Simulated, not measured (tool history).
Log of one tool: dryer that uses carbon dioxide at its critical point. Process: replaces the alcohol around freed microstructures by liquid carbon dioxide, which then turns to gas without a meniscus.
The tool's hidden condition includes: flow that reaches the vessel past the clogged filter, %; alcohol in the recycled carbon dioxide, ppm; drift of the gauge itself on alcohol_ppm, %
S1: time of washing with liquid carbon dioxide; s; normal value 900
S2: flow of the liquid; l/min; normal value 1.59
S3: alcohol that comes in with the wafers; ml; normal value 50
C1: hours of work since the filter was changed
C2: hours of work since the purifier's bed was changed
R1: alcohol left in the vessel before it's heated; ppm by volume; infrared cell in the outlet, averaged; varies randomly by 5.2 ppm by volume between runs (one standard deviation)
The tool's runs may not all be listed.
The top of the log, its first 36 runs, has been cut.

Run 37, hour 1041.3: usual settings but S2 1.76 l/min, S3 28 ml; C1 306; C2 806. Result: R1 234 ppm by volume.
Run 38, hour 1072.1: usual settings but S1 1320 s, S2 1.16 l/min, S3 40 ml; C1 319; C2 819. Result: R1 263 ppm by volume.
Run 39, hour 1093.1: usual settings but S1 1440 s, S2 1.16 l/min, S3 37 ml; C1 327; C2 828. Result: R1 242 ppm by volume.
Run 40, hour 1117: usual settings but S1 1140 s, S2 1.33 l/min, S3 28 ml; C1 337; C2 838. Result: R1 264 ppm by volume.
Run 41, hour 1134.9: usual settings but S1 780 s, S2 1.33 l/min, S3 22 ml; C1 345; C2 845. Result: R1 395 ppm by volume.
Run 42, hour 1161: usual settings but S1 780 s, S2 1.33 l/min, S3 22 ml; C1 355; C2 856. Result: R1 395 ppm by volume.
Run 43, hour 1192.1: usual settings but S1 780 s, S2 1.69 l/min, S3 22 ml; C1 368; C2 869. Result: R1 272 ppm by volume.
Run 44, hour 1225.3: usual settings but S1 780 s, S2 1.69 l/min, S3 22 ml; C1 382; C2 882. Result: R1 289 ppm by volume.
Run 45, hour 1248.8: usual settings but S2 2.46 l/min, S3 46 ml; C1 392; C2 892. Result: R1 230 ppm by volume.
Run 46, hour 1277.1: usual settings but S2 1.31 l/min, S3 79 ml; C1 403; C2 904. Result: R1 654 ppm by volume.

Consider 5 possible next runs. They are alternatives, not a sequence: every one starts from the tool as it was left by run 46. What does each give?
Run A, hour 1298.4: usual settings but S1 1200 s, S3 28 ml; C1 412; C2 912. Result: R1 ?.
Run B, hour 1298.4: usual settings but S1 660 s, S2 1.92 l/min, S3 102 ml; C1 412; C2 912. Result: R1 ?.
Run C, hour 1298.4: usual settings but S2 1.72 l/min, S3 79 ml; C1 412; C2 912. Result: R1 ?.
Run D, hour 1298.4: usual settings but S2 2.3 l/min; C1 412; C2 912. Result: R1 ?.
Run E, hour 1298.4: usual settings but S1 840 s, S3 93 ml; C1 412; C2 912. Result: R1 ?.

run   R1
  A  243
  B  617
  C  337
  D  241
  E  519
Take away the tool's hidden state, keep each run's random variation, and the runs would have read:
run   R1
  A   16
  B  309
  C   87
  D    9
  E  231

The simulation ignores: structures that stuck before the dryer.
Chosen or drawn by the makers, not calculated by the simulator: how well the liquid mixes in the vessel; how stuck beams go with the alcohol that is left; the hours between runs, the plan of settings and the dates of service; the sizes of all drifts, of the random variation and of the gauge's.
